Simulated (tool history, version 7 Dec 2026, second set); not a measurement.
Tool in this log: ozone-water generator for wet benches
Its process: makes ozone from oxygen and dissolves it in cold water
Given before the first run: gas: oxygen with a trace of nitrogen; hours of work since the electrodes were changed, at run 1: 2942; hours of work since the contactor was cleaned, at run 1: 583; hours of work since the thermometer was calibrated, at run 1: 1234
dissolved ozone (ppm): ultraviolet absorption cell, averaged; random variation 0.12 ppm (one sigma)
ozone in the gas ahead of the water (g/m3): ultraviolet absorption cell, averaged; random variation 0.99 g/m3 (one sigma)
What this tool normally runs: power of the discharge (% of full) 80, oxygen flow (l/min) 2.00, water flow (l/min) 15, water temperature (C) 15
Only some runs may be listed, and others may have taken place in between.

| run | day | power of the discharge (% of full) | oxygen flow (l/min) | water flow (l/min) | water temperature (C) | hours of work since the electrodes were changed | hours of work since the contactor was cleaned | hours of work since the thermometer was calibrated | dissolved ozone (ppm) | ozone in the gas ahead of the water (g/m3) |
|---|---|---|---|---|---|---|---|---|---|---|
| 1 | 0.000 | 80 | 2.00 | 15 | 15 | 2942 | 583 | 1234 | 9.0 | 160.2 |
| 2 | 2.554 | 80 | 2.00 | 15 | 15 | 2983 | 625 | 1276 | 9.4 | 159.1 |
| 3 | 8.104 | 80 | 2.00 | 15 | 15 | 3074 | 715 | 1366 | 9.0 | 159.3 |
| 4 | 12.917 | 80 | 2.00 | 15 | 15 | 3152 | 794 | 1445 | 8.5 | 161.0 |
| 5 | 16.862 | 80 | 2.00 | 15 | 15 | 3216 | 858 | 1509 | 8.7 | 159.8 |
| 6 | 20.975 | 80 | 2.00 | 15 | 15 | 3283 | 925 | 1576 | 9.0 | 160.6 |
|  | 21.625 | contactor cleaned |
| 7 | 23.521 | 80 | 2.00 | 15 | 15 | 3322 | 31 | 1615 | 8.9 | 159.8 |
| 8 | 27.183 | 80 | 2.00 | 15 | 15 | 3382 | 91 | 1674 | 9.0 | 159.4 |
| 9 | 32.892 | 80 | 2.00 | 15 | 15 | 3475 | 184 | 1767 | 8.7 | 159.4 |
|  | 36.729 | contactor cleaned, once more |
| 10 | 38.842 | 67 | 2.00 | 20 | 15 | 3569 | 34 | 1861 | 5.8 | 145.3 |
| 11 | 43.217 | 80 | 2.00 | 18 | 19 | 3640 | 106 | 1933 | 7.0 | 158.9 |
| 12 | 46.817 | 80 | 2.00 | 18 | 19 | 3699 | 164 | 1991 | 7.0 | 156.9 |

Forecast run 13:
| 13 | 49.267 | 42 | 1.78 | 23 | 8 | 3739 | 204 | 2031 | ? | ? |

dissolved ozone (ppm): 4.2
ozone in the gas ahead of the water (g/m3): 120.6
Without the tool's hidden state the same run would have given dissolved ozone (ppm) 4.4, ozone in the gas ahead of the water (g/m3) 127.0.
